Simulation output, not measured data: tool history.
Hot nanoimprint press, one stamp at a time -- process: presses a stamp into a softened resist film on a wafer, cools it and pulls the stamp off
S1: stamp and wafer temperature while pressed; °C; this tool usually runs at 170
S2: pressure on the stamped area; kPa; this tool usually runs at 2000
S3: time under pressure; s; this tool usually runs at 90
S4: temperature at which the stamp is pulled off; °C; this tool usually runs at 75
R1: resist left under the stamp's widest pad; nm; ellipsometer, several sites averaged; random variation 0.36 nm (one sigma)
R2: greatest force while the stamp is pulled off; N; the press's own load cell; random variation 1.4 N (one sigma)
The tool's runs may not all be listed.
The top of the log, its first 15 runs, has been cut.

run 16 hour=134.8 | S1=170 S2=2000 S3=164 S4=75 | R1=229.7 R2=129
run 17 hour=147.3 | S1=170 S2=2000 S3=119 S4=75 | R1=256.8 R2=132
run 18 hour=153.9 | S1=166 S2=3060 S3=75 S4=82 | R1=266.8 R2=121
run 19 hour=163.0 | S1=166 S2=3060 S3=75 S4=82 | R1=266.7 R2=124
run 20 hour=170.9 | S1=166 S2=2870 S3=75 S4=82 | R1=277.0 R2=125
run 21 hour=177.8 | S1=166 S2=2870 S3=75 S4=82 | R1=276.3 R2=123
run 22 hour=189.3 | S1=172 S2=2000 S3=156 S4=82 | R1=218.9 R2=124
run 23 hour=200.4 | S1=170 S2=1810 S3=90 S4=75 | R1=299.0 R2=130
run 24 hour=207.8 | S1=170 S2=1810 S3=90 S4=75 | R1=298.3 R2=131
run 25 hour=215.6 | S1=170 S2=1230 S3=90 S4=71 | R1=368.7 R2=134
run 26 hour=228.4 | S1=178 S2=1230 S3=90 S4=80 | R1=295.8 R2=124
run 27 hour=237.1 | S1=178 S2=1230 S3=90 S4=80 | R1=295.2 R2=127
run 28 hour=246.7 | S1=167 S2=2320 S3=75 S4=63 | R1=302.4 R2=142
run 29 hour=255.9 | S1=163 S2=1220 S3=101 S4=74 | R1=435.9 R2=133
run 30 hour=268.5 | S1=163 S2=1220 S3=101 S4=74 | R1=436.9 R2=131
run 31 hour=277.2 | S1=180 S2=1220 S3=140 S4=65 | R1=241.1 R2=139

3 options for the next run, each taken on its own from the tool as it stands now. Forecast them:
run A hour=288.9 | S1=161 S2=1350 S3=90 S4=81 | R1=? R2=?
run B hour=288.9 | S1=170 S2=1270 S3=90 S4=77 | R1=? R2=?
run C hour=288.9 | S1=170 S2=2770 S3=114 S4=75 | R1=? R2=?

run=A R1=454.6 R2=122
run=B R1=362.6 R2=125
run=C R1=213.5 R2=129
Without the tool's hidden state the same runs would have given:
run=A R1=454.7 R2=121
run=B R1=362.8 R2=125
run=C R1=213.6 R2=129

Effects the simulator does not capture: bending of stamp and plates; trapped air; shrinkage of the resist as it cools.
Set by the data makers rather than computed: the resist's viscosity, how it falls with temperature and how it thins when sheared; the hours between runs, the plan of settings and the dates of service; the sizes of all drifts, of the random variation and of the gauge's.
